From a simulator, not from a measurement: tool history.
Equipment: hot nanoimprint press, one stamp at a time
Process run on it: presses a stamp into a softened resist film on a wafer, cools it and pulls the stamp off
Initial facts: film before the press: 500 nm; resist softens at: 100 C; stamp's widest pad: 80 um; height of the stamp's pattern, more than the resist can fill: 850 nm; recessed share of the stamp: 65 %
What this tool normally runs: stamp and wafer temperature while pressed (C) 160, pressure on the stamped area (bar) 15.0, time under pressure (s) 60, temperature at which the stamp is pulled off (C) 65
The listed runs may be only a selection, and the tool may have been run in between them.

run,hour,stamp and wafer temperature while pressed (C),pressure on the stamped area (bar),time under pressure (s),temperature at which the stamp is pulled off (C),resist left under the stamp's widest pad (Å),greatest force while the stamp is pulled off (N)
1,0.0,160,15.0,60,65,2227,288
2,15.1,160,15.0,60,65,2231,290
3,34.5,160,15.0,60,65,2231,295
4,45.8,160,15.0,62,65,2196,304
5,66.1,160,15.0,62,65,2189,297
6,86.6,149,15.0,60,65,3478,314
7,99.5,149,15.0,60,65,3465,312
8,119.5,149,15.0,60,65,3455,316
9,135.6,151,15.0,60,65,3212,326
10,150.8,157,11.0,49,51,3108,394
11,166.8,163,11.0,107,51,1909,430
12,183.6,160,15.2,60,53,2195,417
13,198.9,160,15.2,60,53,2196,415
# hour 217.5: plate thermocouple calibrated
14,222.4,160,19.9,60,65,1958,354
15,240.0,160,19.9,60,65,1960,348
16,260.1,160,10.6,58,54,2765,425

Some steps in resist left under the stamp's widest pad (Å) between neighbouring runs. How much of each would the tool show without its hidden state too (settings, what came in, random variation), and how much is left for the hidden state, with any gauge scatter that isn't in both results?
Hidden state present: true temperature over the reading, C; pressure that arrives at the usual setting, %; grip of the stamp's worn release coat, % over a new coat's; drift of the gauge itself on residual_nm, %; drift of the gauge itself on pull_off_n, %.
Run 5 -> 6: stamp and wafer temperature while pressed (C) 160 -> 149, time under pressure (s) 62 -> 60. resist left under the stamp's widest pad (Å) +1289: hidden state -10, all else +1299.
Run 13 -> 14: pressure on the stamped area (bar) 15.2 -> 19.9, temperature at which the stamp is pulled off (C) 53 -> 65, plate thermocouple calibrated. resist left under the stamp's widest pad (Å) -238: hidden state +82, all else -320.
